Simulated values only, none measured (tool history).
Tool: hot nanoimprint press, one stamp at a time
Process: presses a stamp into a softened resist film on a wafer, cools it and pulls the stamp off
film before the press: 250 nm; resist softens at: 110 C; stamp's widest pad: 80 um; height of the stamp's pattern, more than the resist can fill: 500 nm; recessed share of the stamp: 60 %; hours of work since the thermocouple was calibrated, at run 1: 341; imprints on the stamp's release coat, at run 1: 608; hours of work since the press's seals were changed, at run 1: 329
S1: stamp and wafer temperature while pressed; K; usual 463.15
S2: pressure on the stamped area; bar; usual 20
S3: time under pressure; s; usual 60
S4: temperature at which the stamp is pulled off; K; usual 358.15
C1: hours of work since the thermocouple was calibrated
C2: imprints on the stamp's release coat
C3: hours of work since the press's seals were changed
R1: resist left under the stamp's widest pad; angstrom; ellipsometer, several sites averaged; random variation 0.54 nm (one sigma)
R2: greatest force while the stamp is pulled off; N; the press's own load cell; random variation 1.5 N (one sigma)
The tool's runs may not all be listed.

run	day	S1	S2	S3	S4	C1	C2	C3	R1	R2
1	0	463.15	20	60	358.15	341	608	329	1404	144
2	0.379	463.15	20	60	358.15	346	647	334	1414	144
3	0.658	463.15	20	60	358.15	350	676	338	1416	144
4	1.096	463.15	20	119	358.15	356	721	344	1117	144
5	1.775	463.15	25.7	60	358.15	365	791	353	1244	145
# day 2.246: stamp cleaned and given a new release coat
6	2.546	463.15	25.7	60	358.15	373	31	360	1257	142
7	2.867	465.15	29.4	37	348.15	377	64	365	1304	159
8	3.167	465.15	29.4	37	348.15	381	95	369	1300	159
9	3.504	463.15	18.3	60	358.15	386	130	373	1449	144
# day 3.658: plate thermocouple calibrated
10	4.096	461.15	27.8	32	347.15	6	178	380	1554	162

3 ways to go on from here, each from the tool as it stands after run 10. What would each give?
A	4.579	461.15	27.8	59	347.15	13	229	386	?	?
B	4.579	461.15	27.8	57	361.15	13	229	386	?	?
C	4.579	461.15	21	61	359.15	13	229	386	?	?

run	R1	R2
A	1285	159
B	1305	141
C	1449	141
Without the tool's hidden state the same runs would have given:
run	R1	R2
A	1291	159
B	1311	141
C	1456	141

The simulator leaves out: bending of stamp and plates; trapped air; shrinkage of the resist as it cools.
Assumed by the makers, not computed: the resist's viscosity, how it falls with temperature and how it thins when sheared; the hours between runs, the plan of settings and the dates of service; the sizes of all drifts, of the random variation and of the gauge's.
